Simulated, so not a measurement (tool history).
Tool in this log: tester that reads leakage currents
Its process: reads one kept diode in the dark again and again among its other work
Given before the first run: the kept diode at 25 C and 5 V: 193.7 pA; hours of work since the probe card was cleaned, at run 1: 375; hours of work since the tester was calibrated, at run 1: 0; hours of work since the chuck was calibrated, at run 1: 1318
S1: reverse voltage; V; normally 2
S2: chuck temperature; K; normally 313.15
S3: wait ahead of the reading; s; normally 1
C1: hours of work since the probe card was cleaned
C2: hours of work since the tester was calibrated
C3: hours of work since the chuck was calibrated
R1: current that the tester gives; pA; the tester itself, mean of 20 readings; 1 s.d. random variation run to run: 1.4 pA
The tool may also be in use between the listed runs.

| run | day | S1 | S2 | S3 | C1 | C2 | C3 | R1 |
|---|---|---|---|---|---|---|---|---|
| 1 | 0 | 2 | 313.15 | 1 | 375 | 0 | 1318 | 495.93 |
| 2 | 8.938 | 1.11 | 313.15 | 1 | 523 | 147 | 1465 | 384.98 |
| 3 | 15.108 | 2 | 313.15 | 1 | 624 | 249 | 1567 | 501.14 |
|  | 23.725 | chuck's temperature calibrated |
| 4 | 26.875 | 2 | 313.15 | 1 | 817 | 441 | 52 | 455.61 |
| 5 | 38.671 | 2 | 313.15 | 1 | 1011 | 636 | 246 | 461.25 |
| 6 | 43.996 | 2 | 313.15 | 1 | 1099 | 724 | 334 | 465.86 |
| 7 | 49.608 | 2 | 313.15 | 1 | 1191 | 816 | 426 | 467.76 |
| 8 | 54.854 | 2 | 313.15 | 1 | 1278 | 902 | 513 | 472.14 |
| 9 | 63.608 | 2 | 313.15 | 1 | 1422 | 1047 | 657 | 473.62 |
| 10 | 75.229 | 2 | 313.15 | 1 | 1614 | 1238 | 849 | 479.99 |
| 11 | 85.296 | 2 | 313.15 | 1 | 1779 | 1404 | 1014 | 483.51 |
| 12 | 94.842 | 1.67 | 313.15 | 1 | 1937 | 1561 | 1172 | 451.71 |
| 13 | 102.946 | 2 | 313.15 | 1 | 2070 | 1695 | 1305 | 490.94 |
| 14 | 111.629 | 2 | 313.15 | 1 | 2213 | 1838 | 1448 | 498.05 |
| 15 | 121.858 | 2 | 313.15 | 1 | 2382 | 2006 | 1617 | 503.82 |
|  | 127.25 | chuck's temperature calibrated |
| 16 | 129.379 | 2 | 313.15 | 0.46 | 2504 | 2129 | 35 | 465.42 |
| 17 | 136.533 | 2 | 313.15 | 0.46 | 2622 | 2247 | 153 | 466.42 |
| 18 | 143.688 | 2 | 313.15 | 0.46 | 2740 | 2365 | 271 | 470.27 |
| 19 | 155.362 | 2 | 313.15 | 2.21 | 2932 | 2557 | 463 | 475.86 |
| 20 | 161.604 | 2 | 313.15 | 2.21 | 3035 | 2660 | 566 | 478.17 |

The next listed run, before its measurement:
| 21 | 169.571 | 9.86 | 329.15 | 1 | 3167 | 2791 | 697 | ? |

Run 21 produced R1 3191.3 pA.
Had the tool carried no hidden state, the very same run would have given R1 3019.12 pA.
